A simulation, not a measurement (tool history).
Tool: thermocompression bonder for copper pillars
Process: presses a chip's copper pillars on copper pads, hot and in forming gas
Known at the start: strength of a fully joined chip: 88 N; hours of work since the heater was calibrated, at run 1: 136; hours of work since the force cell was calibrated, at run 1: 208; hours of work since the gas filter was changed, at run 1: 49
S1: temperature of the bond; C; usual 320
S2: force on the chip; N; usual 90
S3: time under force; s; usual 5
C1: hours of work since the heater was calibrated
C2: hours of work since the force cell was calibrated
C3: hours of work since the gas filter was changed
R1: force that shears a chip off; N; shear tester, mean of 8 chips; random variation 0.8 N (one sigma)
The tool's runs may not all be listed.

Run 1, hour 0.0: usual settings; C1 136; C2 208; C3 49. Result: R1 61.5 N.
Run 2, hour 8.2: usual settings but S3 8 s; C1 139; C2 212; C3 53. Result: R1 67.3 N.
Run 3, hour 16.5: usual settings; C1 143; C2 215; C3 56. Result: R1 59.4 N.
Run 4, hour 24.7: usual settings but S3 10 s; C1 146; C2 219; C3 60. Result: R1 69.9 N.
Run 5, hour 29.8: usual settings but S3 10 s; C1 149; C2 221; C3 62. Result: R1 70.9 N.
Run 6, hour 37.5: usual settings but S3 10 s; C1 152; C2 225; C3 65. Result: R1 69.2 N.
Run 7, hour 43.6: usual settings but S3 10 s; C1 155; C2 227; C3 68. Result: R1 69.1 N.
Run 8, hour 48.2: usual settings but S3 10 s; C1 157; C2 229; C3 70. Result: R1 70.7 N.
Run 9, hour 58.4: usual settings but S3 10 s; C1 161; C2 234; C3 75. Result: R1 69.8 N.
Run 10, hour 64.5: usual settings; C1 164; C2 236; C3 77. Result: R1 59.0 N.
Run 11, hour 69.7: usual settings; C1 166; C2 239; C3 80. Result: R1 59.0 N.
Run 12, hour 75.6: usual settings but S2 56 N; C1 169; C2 241; C3 82. Result: R1 49.9 N.
Run 13, hour 82.9: usual settings but S2 132 N; C1 172; C2 245; C3 85. Result: R1 66.9 N.
Run 14, hour 91.3: usual settings but S2 132 N; C1 175; C2 248; C3 89. Result: R1 66.2 N.
Run 15, hour 98.4: usual settings but S2 132 N; C1 179; C2 251; C3 92. Result: R1 65.8 N.
Run 16, hour 104.3: usual settings but S2 132 N; C1 181; C2 254; C3 95. Result: R1 65.1 N.
Run 17, hour 114.3: usual settings but S3 4 s; C1 186; C2 258; C3 99. Result: R1 55.3 N.
Run 18, hour 118.9: usual settings but S1 333 C; C1 188; C2 260; C3 101. Result: R1 64.6 N.
Run 19, hour 126.3: usual settings but S1 332 C, S2 108 N, S3 3 s; C1 191; C2 264; C3 104. Result: R1 59.5 N.
Run 20, hour 133.7: usual settings but S1 293 C, S2 108 N, S3 3 s; C1 194; C2 267; C3 108. Result: R1 41.2 N.
Run 21, hour 139.8: usual settings but S1 300 C, S2 79 N, S3 10 s; C1 197; C2 269; C3 110. Result: R1 55.0 N.
At hour 145.4: forming gas filter changed.
Run 22, hour 146.8: usual settings but S3 10 s; C1 200; C2 272; C3 1. Result: R1 72.9 N.
Run 23, hour 154.1: usual settings but S1 321 C; C1 203; C2 275; C3 4. Result: R1 61.2 N.
Run 24, hour 159.6: usual settings but S1 327 C, S3 12 s; C1 205; C2 278; C3 6. Result: R1 77.6 N.
Run 25, hour 166.7: usual settings but S1 337 C, S2 54 N, S3 4 s; C1 208; C2 281; C3 9. Result: R1 55.8 N.
Run 26, hour 172.4: usual settings but S1 325 C, S2 54 N, S3 9 s; C1 211; C2 283; C3 12. Result: R1 63.2 N.

Forecast run 27:
Run 27, hour 182.7: usual settings but S1 338 C; C1 215; C2 288; C3 16. Result: R1 ?.

{"run 27": {"R1": 70.4}}
Without the tool's hidden state the same run would have given R1 71.5 N.
